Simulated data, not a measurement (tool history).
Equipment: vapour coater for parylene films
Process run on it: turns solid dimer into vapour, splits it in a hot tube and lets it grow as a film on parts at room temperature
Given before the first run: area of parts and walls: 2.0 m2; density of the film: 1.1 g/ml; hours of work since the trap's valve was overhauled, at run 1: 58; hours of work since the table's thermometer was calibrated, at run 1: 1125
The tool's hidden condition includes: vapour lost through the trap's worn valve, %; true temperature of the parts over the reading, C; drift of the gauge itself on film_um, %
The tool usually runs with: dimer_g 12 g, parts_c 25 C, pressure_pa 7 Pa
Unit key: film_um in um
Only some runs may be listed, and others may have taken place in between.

run	hour	dimer_g	parts_c	pressure_pa	hours of work since the trap's valve was overhauled	hours of work since the table's thermometer was calibrated	film_um
1	0	12	25	7	58	1125	3.95
2	37	12	25	7	87	1155	3.89
3	58.3	12	25	7	104	1171	3.92
4	94.4	12	25	7	133	1200	3.86
5	112.5	12	25	3.74	147	1214	4.1
6	135.2	12	25	3.74	165	1232	4.15
7	158.9	12	25	3.74	184	1251	4.11
8	197.6	12	25	3.74	214	1281	4.08
9	232.3	12	25	3.74	242	1309	3.95
# hour 255.9: trap's valve overhauled
10	255.9	12	25	3.59	0	1324	3.9
# hour 262: table's thermometer calibrated
11	283.5	12	25	3.59	21	17	3.97
12	307.6	12	25	3.59	40	36	3.96
13	328.4	12	25	3.59	56	52	3.96
# hour 363.6: trap's valve overhauled, once more
14	366.7	12	24	5.11	3	80	4.25
15	398	7	31	7	27	104	1.91
16	432.6	6	36	3.98	55	132	1.48
17	464.8	6	36	3.98	80	157	1.49
18	488.4	6	25	4.86	99	176	2.04
19	508.1	13	31	10.25	114	191	3.47
20	544.6	20	30	2.39	143	220	6.16
21	577.4	20	27	5.95	169	246	6.1
22	613.3	11	27	4.89	197	274	3.43
23	636.1	8	25	10.98	215	292	2.49
24	673.6	8	25	10.98	245	322	2.46

Below are 3 alternative next runs, each starting from the tool's condition after run 24. Predict each:
# hour 692.7: trap's valve overhauled
A	712.1	7	25	11.89	15	349	?
# hour 692.7: trap's valve overhauled
B	712.1	13	25	4.14	15	349	?
# hour 692.7: trap's valve overhauled
C	712.1	8	25	9.69	15	349	?

run	film_um
A	2.25
B	4.5
C	2.62
What these runs would have given with no unlogged condition in the tool:
run	film_um
A	2.28
B	4.55
C	2.65

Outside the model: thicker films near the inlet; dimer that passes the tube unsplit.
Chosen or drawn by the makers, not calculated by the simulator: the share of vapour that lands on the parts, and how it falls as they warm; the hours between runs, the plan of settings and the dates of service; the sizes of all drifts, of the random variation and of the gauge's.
